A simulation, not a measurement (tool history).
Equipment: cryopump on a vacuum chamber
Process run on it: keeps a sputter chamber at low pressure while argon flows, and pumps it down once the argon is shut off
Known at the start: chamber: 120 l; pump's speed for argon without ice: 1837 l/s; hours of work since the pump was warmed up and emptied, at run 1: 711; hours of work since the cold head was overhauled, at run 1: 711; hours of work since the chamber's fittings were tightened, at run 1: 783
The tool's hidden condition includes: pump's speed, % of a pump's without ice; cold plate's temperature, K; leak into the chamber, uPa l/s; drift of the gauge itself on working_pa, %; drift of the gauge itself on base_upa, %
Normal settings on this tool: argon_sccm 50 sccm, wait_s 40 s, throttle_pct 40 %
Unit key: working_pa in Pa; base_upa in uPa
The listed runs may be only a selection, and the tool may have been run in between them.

run	hour	argon_sccm	wait_s	throttle_pct	hours of work since the pump was warmed up and emptied	hours of work since the cold head was overhauled	hours of work since the chamber's fittings were tightened	working_pa	base_upa
1	0.0	50	40	40	711	711	783	0.1219	2.86
2	25.3	50	40	40	725	725	798	0.1218	2.81
3	63.0	50	40	40	747	747	819	0.1236	3.02
4	93.8	50	40	40	764	764	837	0.1231	2.98
5	111.7	50	40	38	774	774	847	0.1290	3.12
6	148.9	24	40	38	796	796	868	0.0621	3.08
7	189.9	22	40	40	819	819	892	0.0545	3.05
8	226.7	22	40	40	840	840	913	0.0544	3.17
9	253.6	63	45	40	856	856	928	0.1558	3.00
10	270.7	63	45	21	865	865	938	0.2890	2.97
11	296.3	63	45	21	880	880	953	0.2859	3.09

What does the tool deliver on the next run?
12	314.5	55	40	50	891	891	963	?	?

Run 12 yielded working_pa 0.1103 Pa, base_upa 3.28 uPa.
On a tool with no hidden condition, and with the same random variation, this run would have come out at working_pa 0.1003 Pa, base_upa 1.72 uPa.
